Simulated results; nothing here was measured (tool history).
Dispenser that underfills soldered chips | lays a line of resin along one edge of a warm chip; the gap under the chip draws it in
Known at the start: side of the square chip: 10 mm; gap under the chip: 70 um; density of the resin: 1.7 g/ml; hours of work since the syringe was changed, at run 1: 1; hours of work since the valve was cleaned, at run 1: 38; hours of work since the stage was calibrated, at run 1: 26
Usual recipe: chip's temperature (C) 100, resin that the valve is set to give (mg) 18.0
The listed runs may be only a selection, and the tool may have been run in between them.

| run | hour | chip's temperature (C) | resin that the valve is set to give (mg) | hours of work since the syringe was changed | hours of work since the valve was cleaned | hours of work since the stage was calibrated | time until the resin shows at the far edge (s) | resin that the valve gave (mg) |
|---|---|---|---|---|---|---|---|---|
| 1 | 0.0 | 100 | 18.0 | 1 | 38 | 26 | 73.4 | 17.20 |
| 2 | 5.3 | 100 | 18.0 | 4 | 42 | 30 | 87.8 | 17.20 |
|  | 7.6 | new syringe of resin |
|  | 13.3 | dispensing valve cleaned and set on the balance |
| 3 | 16.0 | 112 | 18.0 | 5 | 2 | 37 | 58.3 | 17.97 |
|  | 17.2 | new syringe of resin |
| 4 | 21.6 | 113 | 18.0 | 3 | 6 | 40 | 49.2 | 17.91 |
|  | 25.6 | new syringe of resin |
| 5 | 28.0 | 100 | 18.0 | 2 | 10 | 45 | 76.3 | 17.90 |
|  | 34.3 | new syringe of resin |
| 6 | 37.1 | 100 | 22.6 | 2 | 16 | 51 | 75.9 | 22.32 |
|  | 43.2 | new syringe of resin |
| 7 | 48.3 | 100 | 20.7 | 4 | 24 | 58 | 81.7 | 20.32 |
|  | 52.1 | new syringe of resin |
| 8 | 54.1 | 100 | 20.7 | 1 | 27 | 62 | 71.3 | 20.21 |
|  | 60.7 | new syringe of resin |
| 9 | 62.9 | 104 | 20.7 | 2 | 33 | 68 | 62.6 | 20.06 |
|  | 69.0 | new syringe of resin |
| 10 | 73.3 | 104 | 20.7 | 3 | 40 | 75 | 66.3 | 19.92 |
|  | 77.6 | new syringe of resin |
|  | 83.4 | dispensing valve cleaned and set on the balance |
| 11 | 84.8 | 99 | 22.2 | 4 | 1 | 82 | 89.2 | 22.35 |
|  | 87.0 | new syringe of resin |
|  | 95.5 | new syringe of resin |
| 12 | 96.2 | 99 | 22.2 | 0 | 9 | 90 | 72.3 | 22.12 |
|  | 104.0 | new syringe of resin |
| 13 | 105.6 | 90 | 20.7 | 1 | 15 | 96 | 110.6 | 20.51 |
|  | 112.7 | new syringe of resin |
| 14 | 115.5 | 106 | 22.1 | 2 | 21 | 103 | 57.1 | 21.66 |
|  | 121.1 | new syringe of resin |
| 15 | 124.5 | 93 | 21.4 | 2 | 28 | 109 | 103.1 | 20.85 |
|  | 129.4 | new syringe of resin |
| 16 | 133.6 | 100 | 20.9 | 3 | 34 | 115 | 77.5 | 20.34 |
|  | 137.7 | new syringe of resin |
| 17 | 140.1 | 100 | 20.9 | 2 | 38 | 119 | 74.4 | 20.22 |
|  | 146.2 | new syringe of resin |
| 18 | 147.1 | 85 | 16.4 | 1 | 43 | 124 | 137.1 | 15.84 |
|  | 153.8 | dispensing valve cleaned and set on the balance |
|  | 155.5 | new syringe of resin |
| 19 | 155.5 | 85 | 16.4 | 0 | 1 | 129 | 135.5 | 16.37 |
|  | 164.4 | new syringe of resin |
| 20 | 165.5 | 85 | 16.4 | 1 | 8 | 136 | 142.2 | 16.29 |

Alternative continuations, all from the tool just after run 20; predict every row:
| A | 171.6 | 96 | 17.6 | 5 | 12 | 140 | ? | ? |
| B | 171.6 | 99 | 17.1 | 5 | 12 | 140 | ? | ? |
| C | 171.6 | 104 | 18.0 | 5 | 12 | 140 | ? | ? |
| D | 171.6 | 85 | 20.9 | 5 | 12 | 140 | ? | ? |
| E | 171.6 | 89 | 17.2 | 5 | 12 | 140 | ? | ? |

| run | time until the resin shows at the far edge (s) | resin that the valve gave (mg) |
|---|---|---|
| A | 106.7 | 17.38 |
| B | 93.3 | 16.92 |
| C | 76.4 | 17.66 |
| D | 171.4 | 20.61 |
| E | 144.1 | 16.90 |
Had the tool no hidden state, the same runs would have come out as:
| run | time until the resin shows at the far edge (s) | resin that the valve gave (mg) |
|---|---|---|
| A | 81.2 | 17.62 |
| B | 70.9 | 17.15 |
| C | 58.1 | 17.90 |
| D | 130.8 | 20.89 |
| E | 109.7 | 17.13 |
